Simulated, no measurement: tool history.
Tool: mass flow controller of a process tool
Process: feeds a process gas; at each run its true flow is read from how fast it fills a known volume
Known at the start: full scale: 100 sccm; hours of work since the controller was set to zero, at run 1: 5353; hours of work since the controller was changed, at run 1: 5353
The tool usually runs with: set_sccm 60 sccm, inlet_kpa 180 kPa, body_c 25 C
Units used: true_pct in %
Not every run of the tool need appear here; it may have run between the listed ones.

run     hour  set_sccm  inlet_kpa  body_c  hours of work since the controller was set to zero  hours of work since the controller was changed  true_pct
  1        0        60        180      25                                                5353                                            5353    102.55
  2    343.1        60        180      24                                                5497                                            5497    102.68
  3    598.1        60        180      24                                                5604                                            5604    102.66
  4    860.6        60        266      25                                                5714                                            5714    102.03
  5   1171.8        60        266      25                                                5844                                            5844    102.21
  6   1549.3        62        266      25                                                6003                                            6003    102.52
  7   1711.3        62        266      25                                                6071                                            6071    102.26
  8   1879.1        62        266      25                                                6141                                            6141    102.34
  9   2068.8        62        266      25                                                6221                                            6221     102.4
      2296.3  -- controller's zero set anew
 10   2317.6        62        266      25                                                   9                                            6325    102.97
 11   2660.5        62        266      25                                                 153                                            6469       103
 12   2938.2        60        180      25                                                 269                                            6585    103.78
 13   3156.2        60        180      25                                                 361                                            6677    103.71
 14   3416.1        60        180      25                                                 470                                            6786    103.94
 15   3767.3        60        180      25                                                 617                                            6933    103.96
 16   4048.2        60        180      25                                                 735                                            7051    103.81
 17   4231.3        60        180      25                                                 812                                            7128    104.01
      4461.7  -- controller's zero set anew, once more
 18   4478.3        60        180      25                                                   7                                            7232    102.67
 19   4730.2        60        180      25                                                 113                                            7337    102.57
 20     5044        60        180      25                                                 244                                            7469    102.76
 21     5340        60        180      25                                                 369                                            7593    102.89
 22   5634.6        60        180      25                                                 492                                            7717    102.92
 23   5993.2        60        180      25                                                 643                                            7867    103.12
 24   6371.3        60        180      35                                                 801                                            8026    103.76
 25   6601.5        11        199      25                                                 898                                            8123    103.24
 26   6888.9        11        199      25                                                1019                                            8243     103.4
 27   7066.4        11        199      25                                                1093                                            8318    103.39
 28   7308.3        15        216      25                                                1195                                            8419    103.23
 29   7464.3        22        168      29                                                1260                                            8485    103.75
 30   7803.3        16        143      26                                                1402                                            8627    103.97
 31   8173.8        60        211      24                                                1558                                            8783    103.16
 32   8443.8        60        211      24                                                1671                                            8896    103.26
 33   8659.4        60        267      35                                                1762                                            8986    103.68
 34   8986.2        60        165      36                                                1899                                            9123    104.51
 35   9281.6        60        165      36                                                2023                                            9247    104.66
 36   9497.8        60        165      36                                                2113                                            9338    104.61
 37   9736.9        60        165      36                                                2214                                            9438    104.67
 38   9993.8        60        165      36                                                2322                                            9546     104.7
 39    10256        23        242      27                                                2432                                            9656    103.89
 40  10599.7        23        242      27                                                2576                                            9801    104.05
 41  10793.2        98        217      27                                                2657                                            9882    104.09
 42  10948.2        98        217      27                                                2722                                            9947    104.14
 43  11241.5        18        180      25                                                2845                                           10070    104.69
 44    11586        38        180      25                                                2990                                           10214     104.3
 45  11906.8        27        144      38                                                3124                                           10349    105.87
 46  12075.3        27        205      38                                                3195                                           10420    105.29
 47  12305.7        96        179      25                                                3292                                           10517    104.33
 48    12588        96        179      25                                                3410                                           10635    104.52

Predict each of these 4 candidate next runs independently; none follows another, all start after run 48:
  A  12746.7        16        170      25                                                3477                                           10702         ?
  B  12746.7        25        233      22                                                3477                                           10702         ?
  C  12746.7        77        179      25                                                3477                                           10702         ?
  D  12746.7        14        202      26                                                3477                                           10702         ?

run  true_pct
  A    105.48
  B    104.37
  C    104.56
  D    105.48
Take away the tool's hidden state, keep each run's random variation, and the runs would have read:
run  true_pct
  A     99.74
  B      99.2
  C    100.07
  D     99.52
